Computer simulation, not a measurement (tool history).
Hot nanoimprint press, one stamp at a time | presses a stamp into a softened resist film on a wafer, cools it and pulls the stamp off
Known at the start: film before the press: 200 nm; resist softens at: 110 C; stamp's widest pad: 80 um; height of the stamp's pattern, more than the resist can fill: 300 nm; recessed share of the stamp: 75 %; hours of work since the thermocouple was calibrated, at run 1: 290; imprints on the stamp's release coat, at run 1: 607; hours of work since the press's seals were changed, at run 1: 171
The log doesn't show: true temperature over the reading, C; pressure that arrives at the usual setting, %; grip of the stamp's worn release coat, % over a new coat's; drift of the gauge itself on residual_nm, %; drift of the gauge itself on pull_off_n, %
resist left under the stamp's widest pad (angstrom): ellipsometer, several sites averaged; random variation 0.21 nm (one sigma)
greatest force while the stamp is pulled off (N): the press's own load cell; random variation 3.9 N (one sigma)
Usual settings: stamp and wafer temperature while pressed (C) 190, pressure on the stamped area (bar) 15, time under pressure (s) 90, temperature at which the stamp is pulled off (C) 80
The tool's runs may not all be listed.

run,hour,stamp and wafer temperature while pressed (C),pressure on the stamped area (bar),time under pressure (s),temperature at which the stamp is pulled off (C),hours of work since the thermocouple was calibrated,imprints on the stamp's release coat,hours of work since the press's seals were changed,resist left under the stamp's widest pad (angstrom),greatest force while the stamp is pulled off (N)
1,0,190,15,90,80,290,607,171,804,205
# hour 16.8: plate thermocouple calibrated
2,24,182,15,90,80,4,674,183,1144,201
3,59.5,182,15,90,80,23,785,202,1146,200
4,87.4,182,15,90,80,38,873,217,1146,207
5,123.9,190,15,90,80,58,988,237,791,215
6,170.9,190,15,90,80,84,1135,263,787,221
# hour 208.5: plate thermocouple calibrated, once more
7,217.6,190,15,90,80,5,1273,286,826,223
8,243.1,190,15,90,80,19,1353,300,821,230
9,282.2,190,15,90,80,40,1476,322,825,233
10,310.1,190,15,90,86,55,1564,337,821,210
11,347.5,190,15,90,86,76,1681,357,818,205
12,390,190,15,90,80,99,1815,380,817,235
13,414.3,190,15,90,80,112,1891,393,818,235
14,445.8,190,15,90,80,129,1991,410,818,252
15,471.3,190,14,90,80,143,2071,424,839,248
16,500.5,190,9.5,90,80,159,2162,440,985,255
17,519.5,190,9.5,56,80,169,2222,451,1163,251
18,561.7,190,9.5,56,80,192,2355,474,1158,268
19,588.2,190,21.6,148,77,206,2438,488,556,269
# hour 612.2: stamp cleaned and given a new release coat
20,631.1,199,17.2,148,77,227,59,508,396,204
21,652.2,190,19.6,90,80,238,126,519,719,199
22,698.7,192,20.5,159,71,263,272,545,494,228
23,744.6,192,20.5,159,71,288,416,570,498,236
# hour 764.9: plate thermocouple calibrated
24,779,180,11.5,159,71,8,515,587,1192,237
25,817.3,180,11.5,159,71,28,636,608,1192,240
26,843.8,183,18.6,90,77,43,719,622,1064,223
27,879.6,197,11.1,87,73,62,832,642,700,242
28,910.3,197,11.1,179,73,79,928,658,505,239
29,940.9,179,10.3,81,66,96,1024,675,1517,268

Hidden state at the last listed run before each entry between runs and at the first one after, where it differs:
Between runs 1 and 2: plate thermocouple calibrated (hour 16.8)
  true temperature over the reading, C: 0.58 -> 0.85; pressure that arrives at the usual setting, %: 98.61 -> 98.54; grip of the stamp's worn release coat, % over a new coat's: 9.5 -> 10.5
  measured less the result without the state, resist left under the stamp's widest pad (angstrom): -17 -> -36; greatest force while the stamp is pulled off (N): +16 -> +17
Between runs 6 and 7: plate thermocouple calibrated, once more (hour 208.5)
  true temperature over the reading, C: 1.02 -> 0.05; pressure that arrives at the usual setting, %: 98.1 -> 97.98; grip of the stamp's worn release coat, % over a new coat's: 17.8 -> 20
  measured less the result without the state, resist left under the stamp's widest pad (angstrom): -32 -> +6; greatest force while the stamp is pulled off (N): +30 -> +37
Between runs 19 and 20: stamp cleaned and given a new release coat (hour 612.2)
  true temperature over the reading, C: 0.52 -> 0.56; pressure that arrives at the usual setting, %: 96.85 -> 96.73; grip of the stamp's worn release coat, % over a new coat's: 38.8 -> 0.9
  measured less the result without the state, resist left under the stamp's widest pad (angstrom): -3 -> -3; greatest force while the stamp is pulled off (N): +74 -> +0
Between runs 23 and 24: plate thermocouple calibrated (hour 764.9)
  true temperature over the reading, C: 0.71 -> -0.05; pressure that arrives at the usual setting, %: 96.4 -> 96.3; grip of the stamp's worn release coat, % over a new coat's: 6.5 -> 8
  measured less the result without the state, resist left under the stamp's widest pad (angstrom): -5 -> +15; greatest force while the stamp is pulled off (N): +12 -> +18
